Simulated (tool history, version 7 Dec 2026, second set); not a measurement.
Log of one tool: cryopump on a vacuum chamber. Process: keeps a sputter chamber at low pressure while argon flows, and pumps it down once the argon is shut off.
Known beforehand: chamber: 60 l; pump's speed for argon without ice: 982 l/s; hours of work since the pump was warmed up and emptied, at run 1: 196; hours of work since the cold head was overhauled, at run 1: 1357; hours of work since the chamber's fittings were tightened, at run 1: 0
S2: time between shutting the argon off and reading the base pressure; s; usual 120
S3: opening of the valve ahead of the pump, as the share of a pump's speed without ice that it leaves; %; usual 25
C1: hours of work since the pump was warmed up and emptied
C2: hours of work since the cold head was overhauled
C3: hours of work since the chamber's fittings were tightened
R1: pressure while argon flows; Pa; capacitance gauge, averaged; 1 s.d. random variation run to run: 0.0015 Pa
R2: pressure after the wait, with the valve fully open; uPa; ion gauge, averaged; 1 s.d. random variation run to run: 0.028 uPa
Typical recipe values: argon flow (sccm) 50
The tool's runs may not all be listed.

Run 1, day 0: usual settings; C1 196; C2 1357; C3 0. Result: R1 0.3489 Pa, R2 1.4 uPa.
Run 2, day 2.346: usual settings; C1 244; C2 1404; C3 48. Result: R1 0.3512 Pa, R2 1.39 uPa.
Run 3, day 4.1: usual settings; C1 279; C2 1440; C3 83. Result: R1 0.351 Pa, R2 1.4 uPa.
Run 4, day 6.629: usual settings but S2 68 s; C1 330; C2 1491; C3 134. Result: R1 0.3538 Pa, R2 2.29 uPa.
Run 5, day 9.058: usual settings but S2 68 s; C1 380; C2 1540; C3 184. Result: R1 0.3548 Pa, R2 2.32 uPa.
Run 6, day 10.546: usual settings but S3 31 %; C1 410; C2 1570; C3 214. Result: R1 0.2886 Pa, R2 1.53 uPa.
Run 7, day 12.012: usual settings but S3 31 %; C1 439; C2 1600; C3 243. Result: R1 0.2876 Pa, R2 1.59 uPa.
Run 8, day 14.375: usual settings but S3 31 %; C1 487; C2 1648; C3 291. Result: R1 0.2898 Pa, R2 1.6 uPa.
Run 9, day 15.633: usual settings but S3 44 %; C1 513; C2 1673; C3 317. Result: R1 0.2086 Pa, R2 1.62 uPa.
Run 10, day 17.058: usual settings; C1 542; C2 1702; C3 346. Result: R1 0.3568 Pa, R2 1.68 uPa.
Run 11, day 19.775: usual settings; C1 597; C2 1757; C3 401. Result: R1 0.3597 Pa, R2 1.75 uPa.
Run 12, day 22.012: usual settings but argon flow (sccm) 25, S2 268 s, S3 17 %; C1 642; C2 1803; C3 446. Result: R1 0.2616 Pa, R2 1.22 uPa.
Run 13, day 23.738: usual settings but argon flow (sccm) 25, S2 268 s, S3 17 %; C1 677; C2 1838; C3 481. Result: R1 0.2624 Pa, R2 1.22 uPa.
Run 14, day 26.329: usual settings but argon flow (sccm) 25, S2 268 s, S3 17 %; C1 730; C2 1890; C3 534. Result: R1 0.2629 Pa, R2 1.34 uPa.
Run 15, day 27.7: usual settings but argon flow (sccm) 93, S2 24 s, S3 35 %; C1 757; C2 1918; C3 561. Result: R1 0.4961 Pa, R2 5.89 uPa.
Run 16, day 30.075: usual settings but argon flow (sccm) 26, S2 63 s, S3 35 %; C1 805; C2 1966; C3 609. Result: R1 0.1392 Pa, R2 3.01 uPa.
Run 17, day 32.8: usual settings but argon flow (sccm) 26, S2 63 s, S3 35 %; C1 861; C2 2021; C3 665. Result: R1 0.1394 Pa, R2 2.98 uPa.
Run 18, day 35.462: usual settings but argon flow (sccm) 26; C1 915; C2 2075; C3 719. Result: R1 0.1921 Pa, R2 2.01 uPa.
Run 19, day 37.358: usual settings but argon flow (sccm) 33; C1 953; C2 2114; C3 757. Result: R1 0.2431 Pa, R2 2.12 uPa.
Run 20, day 38.617: usual settings but argon flow (sccm) 63, S2 245 s, S3 31 %; C1 979; C2 2139; C3 783. Result: R1 0.3855 Pa, R2 1.69 uPa.
Run 21, day 41.058: usual settings but argon flow (sccm) 63, S2 245 s, S3 31 %; C1 1028; C2 2189; C3 832. Result: R1 0.3872 Pa, R2 1.71 uPa.

Below are 5 alternative next runs, each starting from the tool's condition after run 21. Predict each:
Run A, day 43.671: usual settings but argon flow (sccm) 70, S2 175 s, S3 28 %; C1 1081; C2 2242; C3 885. Result: R1 ?, R2 ?.
Run B, day 43.671: usual settings but argon flow (sccm) 98, S2 245 s, S3 31 %; C1 1081; C2 2242; C3 885. Result: R1 ?, R2 ?.
Run C, day 43.671: usual settings but argon flow (sccm) 49, S2 245 s, S3 31 %; C1 1081; C2 2242; C3 885. Result: R1 ?, R2 ?.
Run D, day 43.671: usual settings but S2 73 s, S3 41 %; C1 1081; C2 2242; C3 885. Result: R1 ?, R2 ?.
Run E, day 43.671: usual settings but S2 118 s; C1 1081; C2 2242; C3 885. Result: R1 ?, R2 ?.

run      R1    R2
  A   0.476  1.93
  B  0.6011   1.8
  C  0.3036  1.79
  D  0.2438  2.93
  E   0.376  2.31
With the hidden condition removed and each run's random variation left untouched, the same runs would have given:
run      R1    R2
  A   0.432  0.97
  B    0.54   0.8
  C  0.2728   0.8
  D  0.2122  1.96
  E  0.3446  1.33
